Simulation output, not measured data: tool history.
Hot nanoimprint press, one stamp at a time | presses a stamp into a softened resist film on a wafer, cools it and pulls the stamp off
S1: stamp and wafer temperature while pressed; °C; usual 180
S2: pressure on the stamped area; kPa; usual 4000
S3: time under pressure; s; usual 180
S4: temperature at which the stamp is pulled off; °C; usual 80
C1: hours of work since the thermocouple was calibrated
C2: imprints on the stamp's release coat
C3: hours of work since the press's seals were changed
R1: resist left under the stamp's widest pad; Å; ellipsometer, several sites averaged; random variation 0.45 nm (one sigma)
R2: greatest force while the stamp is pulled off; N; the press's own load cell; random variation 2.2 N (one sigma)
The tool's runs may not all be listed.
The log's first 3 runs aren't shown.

Run 4, hour 69.5: usual settings; C1 252; C2 887; C3 566. Result: R1 1782 Å, R2 102 N.
Run 5, hour 83.7: usual settings but S2 2780 kPa; C1 260; C2 928; C3 574. Result: R1 2184 Å, R2 101 N.
Run 6, hour 104.2: usual settings but S2 2780 kPa; C1 270; C2 988; C3 585. Result: R1 2189 Å, R2 98 N.
Run 7, hour 129.2: usual settings; C1 284; C2 1060; C3 598. Result: R1 1795 Å, R2 100 N.
Run 8, hour 151.8: usual settings but S1 173 °C; C1 296; C2 1126; C3 610. Result: R1 2343 Å, R2 103 N.
Run 9, hour 162.8: usual settings but S1 173 °C; C1 301; C2 1158; C3 615. Result: R1 2341 Å, R2 102 N.
Run 10, hour 185.9: usual settings but S4 73 °C; C1 314; C2 1225; C3 628. Result: R1 1801 Å, R2 105 N.
Run 11, hour 203.9: usual settings but S4 73 °C; C1 323; C2 1277; C3 637. Result: R1 1814 Å, R2 108 N.
At hour 220.5: plate thermocouple calibrated.
Run 12, hour 220.5: usual settings but S4 73 °C; C1 0; C2 1317; C3 644. Result: R1 1809 Å, R2 102 N.
At hour 227.6: gauge calibrated.
Run 13, hour 242.9: usual settings but S4 73 °C; C1 12; C2 1382; C3 656. Result: R1 1774 Å, R2 106 N.
Run 14, hour 255.1: usual settings but S4 73 °C; C1 18; C2 1417; C3 662. Result: R1 1766 Å, R2 108 N.
Run 15, hour 275: usual settings but S4 73 °C; C1 29; C2 1475; C3 673. Result: R1 1781 Å, R2 104 N.
Run 16, hour 295.9: usual settings but S4 73 °C; C1 40; C2 1536; C3 684. Result: R1 1784 Å, R2 105 N.
Run 17, hour 315: usual settings but S1 186 °C, S3 192 s, S4 73 °C; C1 50; C2 1592; C3 694. Result: R1 1410 Å, R2 102 N.
Run 18, hour 331.1: usual settings but S1 172 °C, S2 3510 kPa, S3 192 s, S4 73 °C; C1 58; C2 1638; C3 703. Result: R1 2539 Å, R2 105 N.
Run 19, hour 353.2: usual settings but S1 168 °C, S2 3510 kPa, S3 192 s, S4 87 °C; C1 70; C2 1703; C3 714. Result: R1 2932 Å, R2 96 N.
Run 20, hour 363.9: usual settings but S1 186 °C, S2 3430 kPa, S3 192 s, S4 87 °C; C1 76; C2 1734; C3 720. Result: R1 1545 Å, R2 99 N.

Forecast run 21:
Run 21, hour 378.3: usual settings but S1 183 °C, S2 4010 kPa; C1 83; C2 1775; C3 727. Result: R1 ?, R2 ?.

Run 21 gave R1 1600 Å, R2 101 N.
Without the tool's hidden state the same run would have given R1 1576 Å, R2 100 N.

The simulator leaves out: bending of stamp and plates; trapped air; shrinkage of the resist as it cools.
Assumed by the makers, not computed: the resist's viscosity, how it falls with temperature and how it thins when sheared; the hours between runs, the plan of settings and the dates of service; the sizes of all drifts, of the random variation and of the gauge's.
